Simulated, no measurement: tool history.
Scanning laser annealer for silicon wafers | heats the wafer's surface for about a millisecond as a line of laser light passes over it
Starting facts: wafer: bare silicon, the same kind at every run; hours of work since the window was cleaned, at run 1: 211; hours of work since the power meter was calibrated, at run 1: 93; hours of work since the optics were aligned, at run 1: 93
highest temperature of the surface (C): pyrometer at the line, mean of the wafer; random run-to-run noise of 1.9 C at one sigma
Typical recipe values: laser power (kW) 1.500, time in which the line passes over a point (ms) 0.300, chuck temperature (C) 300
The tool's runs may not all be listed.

| run | hour | laser power (kW) | time in which the line passes over a point (ms) | chuck temperature (C) | hours of work since the window was cleaned | hours of work since the power meter was calibrated | hours of work since the optics were aligned | highest temperature of the surface (C) |
|---|---|---|---|---|---|---|---|---|
| 1 | 0.0 | 1.500 | 0.300 | 300 | 211 | 93 | 93 | 1133 |
| 2 | 8.2 | 1.500 | 0.300 | 300 | 217 | 99 | 99 | 1134 |
| 3 | 14.9 | 1.500 | 0.300 | 300 | 222 | 104 | 104 | 1132 |
| 4 | 22.5 | 1.500 | 0.300 | 300 | 228 | 109 | 109 | 1131 |
| 5 | 35.4 | 1.536 | 0.300 | 300 | 237 | 119 | 119 | 1153 |
| 6 | 47.7 | 1.536 | 0.300 | 300 | 246 | 128 | 128 | 1155 |
| 7 | 53.5 | 1.500 | 0.300 | 300 | 250 | 132 | 132 | 1131 |
|  | 57.5 | laser's power meter calibrated |
| 8 | 63.1 | 1.500 | 0.300 | 300 | 255 | 4 | 137 | 1132 |
| 9 | 73.0 | 1.500 | 0.300 | 300 | 262 | 11 | 144 | 1131 |
| 10 | 83.2 | 1.500 | 0.300 | 300 | 270 | 19 | 151 | 1127 |
| 11 | 96.3 | 1.500 | 0.300 | 300 | 279 | 28 | 161 | 1130 |
| 12 | 104.2 | 1.500 | 0.300 | 300 | 285 | 34 | 167 | 1128 |
| 13 | 110.4 | 1.505 | 0.300 | 300 | 290 | 39 | 171 | 1135 |
| 14 | 122.1 | 1.505 | 0.300 | 300 | 298 | 47 | 180 | 1132 |
|  | 132.8 | laser's power meter calibrated, once more |
| 15 | 133.9 | 1.324 | 0.214 | 302 | 305 | 1 | 186 | 920 |
| 16 | 145.3 | 1.375 | 0.214 | 322 | 313 | 9 | 194 | 965 |
| 17 | 158.6 | 1.293 | 0.214 | 322 | 323 | 19 | 204 | 920 |
| 18 | 168.4 | 1.293 | 0.355 | 281 | 330 | 26 | 211 | 1037 |
| 19 | 174.8 | 1.500 | 0.252 | 314 | 334 | 31 | 216 | 1074 |
| 20 | 181.3 | 1.500 | 0.252 | 300 | 339 | 35 | 221 | 1062 |
| 21 | 190.5 | 1.500 | 0.253 | 300 | 346 | 42 | 227 | 1063 |
| 22 | 196.7 | 1.500 | 0.226 | 300 | 350 | 47 | 232 | 1024 |
| 23 | 209.7 | 1.637 | 0.258 | 290 | 360 | 56 | 241 | 1139 |

Here are 4 independent what-if runs from the current tool condition. What would each one return?
| A | 216.8 | 1.500 | 0.291 | 281 | 365 | 61 | 247 | ? |
| B | 216.8 | 1.562 | 0.345 | 290 | 365 | 61 | 247 | ? |
| C | 216.8 | 1.467 | 0.311 | 319 | 365 | 61 | 247 | ? |
| D | 216.8 | 1.500 | 0.300 | 264 | 365 | 61 | 247 | ? |

| run | highest temperature of the surface (C) |
|---|---|
| A | 1095 |
| B | 1209 |
| C | 1135 |
| D | 1092 |
Had the tool no hidden state, the same runs would have come out as:
| run | highest temperature of the surface (C) |
|---|---|
| A | 1111 |
| B | 1228 |
| C | 1151 |
| D | 1109 |
